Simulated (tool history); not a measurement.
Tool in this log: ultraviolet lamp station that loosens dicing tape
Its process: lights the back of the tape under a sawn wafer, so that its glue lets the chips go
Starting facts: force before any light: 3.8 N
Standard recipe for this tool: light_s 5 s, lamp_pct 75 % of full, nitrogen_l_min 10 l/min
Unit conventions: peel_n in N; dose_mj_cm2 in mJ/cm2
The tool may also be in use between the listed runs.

run	hour	light_s	lamp_pct	nitrogen_l_min	peel_n	dose_mj_cm2
1	0	5	75	10	0.767	276
# hour 21.7: lamp changed
2	48.1	5	75	10	0.333	482
# hour 64.2: window cleaned of glue's vapour
3	94.8	5	75	10	0.387	441
4	130.8	5	75	10	0.388	434
5	173.7	5	75	10	0.402	424
# hour 191.6: window cleaned of glue's vapour, once more
6	219.9	5	88	10	0.246	608
7	258.8	5	87	10	0.253	591
8	335.3	5	80	10	0.284	530
9	409.2	5	75	10	0.339	478
10	478.9	10	85	12	0.184	1051
11	529.8	10	78	3	0.25	944
12	579.2	6	75	12	0.256	529
13	641.2	6	75	12	0.278	509
14	675.1	6	75	12	0.267	506
15	740.6	6	95	10	0.229	623
16	788.3	6	95	10	0.235	614
17	836.2	5	82	6	0.544	432

Branching from run 17: 5 alternative next runs. What would each branch give?
A	881.4	4	75	10	?	?
B	881.4	9	97	12	?	?
C	881.4	3	82	6	?	?
D	881.4	3	62	6	?	?
E	881.4	5	90	12	?	?

run	peel_n	dose_mj_cm2
A	0.653	309
B	0.178	891
C	1.122	251
D	1.511	192
E	0.31	465
Without the tool's unlogged condition, the same runs would have read:
run	peel_n	dose_mj_cm2
A	0.363	452
B	0.171	1301
C	0.687	366
D	1.012	280
E	0.198	678
